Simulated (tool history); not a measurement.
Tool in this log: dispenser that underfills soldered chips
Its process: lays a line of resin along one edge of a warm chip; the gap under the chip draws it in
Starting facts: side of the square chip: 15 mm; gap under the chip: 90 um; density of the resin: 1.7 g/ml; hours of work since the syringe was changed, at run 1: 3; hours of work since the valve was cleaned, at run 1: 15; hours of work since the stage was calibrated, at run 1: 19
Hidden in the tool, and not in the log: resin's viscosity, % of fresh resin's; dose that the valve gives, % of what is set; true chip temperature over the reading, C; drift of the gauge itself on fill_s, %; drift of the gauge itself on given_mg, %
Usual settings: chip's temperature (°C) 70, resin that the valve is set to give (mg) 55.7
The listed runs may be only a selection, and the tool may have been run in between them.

run	hour	chip's temperature (°C)	resin that the valve is set to give (mg)	hours of work since the syringe was changed	hours of work since the valve was cleaned	hours of work since the stage was calibrated	time until the resin shows at the far edge (s)	resin that the valve gave (mg)
1	0	70	55.7	3	15	19	87.4	55.38
# hour 6.5: new syringe of resin
2	6.8	70	55.7	0	19	24	70.1	54.72
3	12.2	70	59.5	4	22	27	91.3	58.04
# hour 17.2: new syringe of resin
4	17.2	70	59.5	0	25	30	69.8	58.18
5	21.8	70	59.5	3	28	33	86.9	57.39
# hour 28.1: new syringe of resin
6	29.4	70	55.7	1	33	38	75.2	53.68
7	36.5	70	55.7	5	38	43	106.1	53.68
# hour 39.2: new syringe of resin
8	42.7	70	55.7	2	41	46	84.3	53.28
# hour 48.1: dispensing valve cleaned and set on the balance
9	48.7	66	55.7	6	0	50	127.1	55.92
# hour 50.9: new syringe of resin
10	54.7	66	55.7	2	4	53	98.5	55.55
11	61.2	66	50.2	7	8	57	134.9	50.32
# hour 61.9: new syringe of resin
12	65.8	66	50.8	3	11	60	99.9	50.27
# hour 73: new syringe of resin
13	73.7	66	50.8	0	16	65	85.2	50.32
14	80.5	66	60.8	5	20	70	115.7	59.76
# hour 83.9: new syringe of resin
15	85.7	66	60.8	1	24	73	89.6	59.85
16	89.9	66	60.8	4	26	75	111.5	59.36
# hour 94.6: new syringe of resin
17	96.3	66	60.8	1	30	79	85.7	59.35
18	102.3	66	63	5	34	83	115.3	61.27
# hour 105.8: new syringe of resin
19	106	65	63	0	36	85	85.5	61.06
20	111.6	76	55.1	4	40	89	72.7	53.35
# hour 116.5: new syringe of resin
# hour 119.7: dispensing valve cleaned and set on the balance
21	120.2	81	71.2	2	0	94	50.8	70.99
22	127.1	57	58.8	6	5	98	184.1	58.26
# hour 128.3: new syringe of resin
23	132.3	74	62.7	3	8	101	71.4	62.51
24	135.9	85	51.6	5	10	104	57	51.02
# hour 139.5: new syringe of resin
25	139.5	85	51.6	0	12	106	40.1	50.87
26	146.2	70	51.6	4	17	110	97.1	50.87
# hour 150.3: new syringe of resin
27	151.1	61	55.7	1	20	113	106.4	54.48
28	158.1	68	55.7	5	24	118	111.6	54.27
# hour 161.4: new syringe of resin
29	161.8	68	55.7	0	26	120	76.9	54.33
30	165	68	55.7	2	28	122	87.1	53.85
# hour 172.1: new syringe of resin
31	172.8	76	57.7	0	33	127	55.7	55.69
32	180.1	76	57.7	5	38	131	79.4	55.71
# hour 182.8: new syringe of resin
33	187.6	70	68.2	3	43	136	85.3	65.51
# hour 191: dispensing valve cleaned and set on the balance
34	192.3	70	68.2	5	1	139	100.1	68.28

Forecast each of these 4 alternatives for the next run:
# hour 194.5: new syringe of resin
A	198.3	75	60.2	2	5	142	?	?
# hour 194.5: new syringe of resin
B	198.3	55	49.3	2	5	142	?	?
# hour 194.5: new syringe of resin
C	198.3	81	53.5	2	5	142	?	?
# hour 194.5: new syringe of resin
D	198.3	57	62.9	2	5	142	?	?

run	time until the resin shows at the far edge (s)	resin that the valve gave (mg)
A	68.8	60.18
B	157.1	48.74
C	53.4	53.3
D	142	62.75
What these runs would have given with no unlogged condition in the tool:
run	time until the resin shows at the far edge (s)	resin that the valve gave (mg)
A	57.6	60.44
B	131.4	48.95
C	44.5	53.53
D	118.9	63.02

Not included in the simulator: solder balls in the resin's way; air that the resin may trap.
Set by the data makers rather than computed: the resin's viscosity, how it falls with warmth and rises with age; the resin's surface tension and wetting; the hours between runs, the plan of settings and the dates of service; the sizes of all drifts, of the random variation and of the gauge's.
